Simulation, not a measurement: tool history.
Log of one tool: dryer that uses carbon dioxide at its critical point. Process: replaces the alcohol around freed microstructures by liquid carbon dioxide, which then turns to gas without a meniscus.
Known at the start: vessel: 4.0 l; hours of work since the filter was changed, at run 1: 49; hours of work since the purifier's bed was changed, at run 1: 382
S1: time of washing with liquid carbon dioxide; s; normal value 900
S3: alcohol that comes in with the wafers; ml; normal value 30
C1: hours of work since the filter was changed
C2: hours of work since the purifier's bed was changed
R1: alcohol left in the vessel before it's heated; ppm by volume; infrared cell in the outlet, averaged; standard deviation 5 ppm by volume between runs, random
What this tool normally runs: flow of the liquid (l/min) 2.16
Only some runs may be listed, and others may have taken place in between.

run 1 hour=0 | S1=900 flow_of_the_liquid_(l/min)=2.16 S3=30 | C1=49 C2=382 | R1=85
run 2 hour=43 | S1=900 flow_of_the_liquid_(l/min)=2.16 S3=25 | C1=70 C2=403 | R1=78
run 3 hour=69.8 | S1=900 flow_of_the_liquid_(l/min)=2.16 S3=25 | C1=84 C2=416 | R1=75
run 4 hour=104.4 | S1=900 flow_of_the_liquid_(l/min)=2.16 S3=25 | C1=101 C2=433 | R1=81
run 5 hour=158.3 | S1=900 flow_of_the_liquid_(l/min)=2.16 S3=25 | C1=127 C2=460 | R1=78
run 6 hour=184.9 | S1=900 flow_of_the_liquid_(l/min)=2.16 S3=32 | C1=140 C2=473 | R1=110
run 7 hour=214.8 | S1=1020 flow_of_the_liquid_(l/min)=3.17 S3=75 | C1=155 C2=487 | R1=80
run 8 hour=267.5 | S1=900 flow_of_the_liquid_(l/min)=1.42 S3=40 | C1=180 C2=513 | R1=282

Forecast run 9:
run 9 hour=310.8 | S1=900 flow_of_the_liquid_(l/min)=1.42 S3=40 | C1=202 C2=534 | R1=?

R1: 302 ppm by volume
On a tool with no hidden condition, and with the same random variation, this run would have come out at R1 181 ppm by volume.

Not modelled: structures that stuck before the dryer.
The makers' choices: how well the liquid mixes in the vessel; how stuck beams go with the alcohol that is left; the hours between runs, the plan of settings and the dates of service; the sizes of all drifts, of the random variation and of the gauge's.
